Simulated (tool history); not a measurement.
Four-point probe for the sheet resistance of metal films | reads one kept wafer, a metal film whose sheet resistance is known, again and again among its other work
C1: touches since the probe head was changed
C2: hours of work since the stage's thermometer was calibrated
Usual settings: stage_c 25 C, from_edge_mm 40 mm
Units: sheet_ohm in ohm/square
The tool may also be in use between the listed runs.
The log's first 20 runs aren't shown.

{"run": 21, "hour": 1495.7, "stage_c": 25, "from_edge_mm": 15, "C1": 39918, "C2": 229, "sheet_ohm": 0.887421}
{"run": 22, "hour": 1564.2, "stage_c": 25, "from_edge_mm": 40, "C1": 43226, "C2": 269, "sheet_ohm": 0.887361}
{"run": 23, "hour": 1668.5, "stage_c": 25, "from_edge_mm": 31, "C1": 48263, "C2": 330, "sheet_ohm": 0.887581}
{"run": 24, "hour": 1734.5, "stage_c": 25, "from_edge_mm": 31, "C1": 51449, "C2": 369, "sheet_ohm": 0.887817}
{"run": 25, "hour": 1782.5, "stage_c": 23, "from_edge_mm": 6, "C1": 53766, "C2": 397, "sheet_ohm": 0.895398}
{"run": 26, "hour": 1881.8, "stage_c": 31, "from_edge_mm": 12, "C1": 58563, "C2": 455, "sheet_ohm": 0.882071}
{"run": 27, "hour": 1937.1, "stage_c": 25, "from_edge_mm": 9, "C1": 61236, "C2": 487, "sheet_ohm": 0.890156}
{"run": 28, "hour": 2016.2, "stage_c": 28, "from_edge_mm": 47, "C1": 65053, "C2": 533, "sheet_ohm": 0.884831}
{"run": 29, "hour": 2060.9, "stage_c": 28, "from_edge_mm": 40, "C1": 67212, "C2": 559, "sheet_ohm": 0.884961}
{"run": 30, "hour": 2127.8, "stage_c": 23, "from_edge_mm": 48, "C1": 70444, "C2": 598, "sheet_ohm": 0.890904}
{"run": 31, "hour": 2176.1, "stage_c": 23, "from_edge_mm": 48, "C1": 72778, "C2": 626, "sheet_ohm": 0.89113}
{"run": 32, "hour": 2253.0, "stage_c": 23, "from_edge_mm": 48, "C1": 76491, "C2": 671, "sheet_ohm": 0.891455}
{"run": 33, "hour": 2320.3, "stage_c": 35, "from_edge_mm": 40, "C1": 79741, "C2": 710, "sheet_ohm": 0.877385}
{"hour": 2330.7, "done": "new probe head fitted"}
{"run": 34, "hour": 2368.3, "stage_c": 25, "from_edge_mm": 22, "C1": 1816, "C2": 738, "sheet_ohm": 0.886374}
{"run": 35, "hour": 2473.7, "stage_c": 25, "from_edge_mm": 22, "C1": 6909, "C2": 799, "sheet_ohm": 0.88683}
{"run": 36, "hour": 2518.8, "stage_c": 25, "from_edge_mm": 3, "C1": 9086, "C2": 826, "sheet_ohm": 0.907725}
{"run": 37, "hour": 2577.0, "stage_c": 25, "from_edge_mm": 44, "C1": 11897, "C2": 860, "sheet_ohm": 0.886852}
{"run": 38, "hour": 2623.1, "stage_c": 27, "from_edge_mm": 26, "C1": 14123, "C2": 887, "sheet_ohm": 0.884607}
{"run": 39, "hour": 2691.2, "stage_c": 27, "from_edge_mm": 26, "C1": 17411, "C2": 926, "sheet_ohm": 0.884716}
{"run": 40, "hour": 2751.0, "stage_c": 30, "from_edge_mm": 49, "C1": 20302, "C2": 961, "sheet_ohm": 0.881423}
{"run": 41, "hour": 2800.6, "stage_c": 18, "from_edge_mm": 40, "C1": 22693, "C2": 990, "sheet_ohm": 0.895996}

Run 42 comes next. What will it give?
{"run": 42, "hour": 2862.2, "stage_c": 18, "from_edge_mm": 40, "C1": 25671, "C2": 1026, "sheet_ohm": "?"}

sheet_ohm: 0.896038 ohm/square
Without the tool's hidden state the same run would have given sheet_ohm 0.893117 ohm/square.
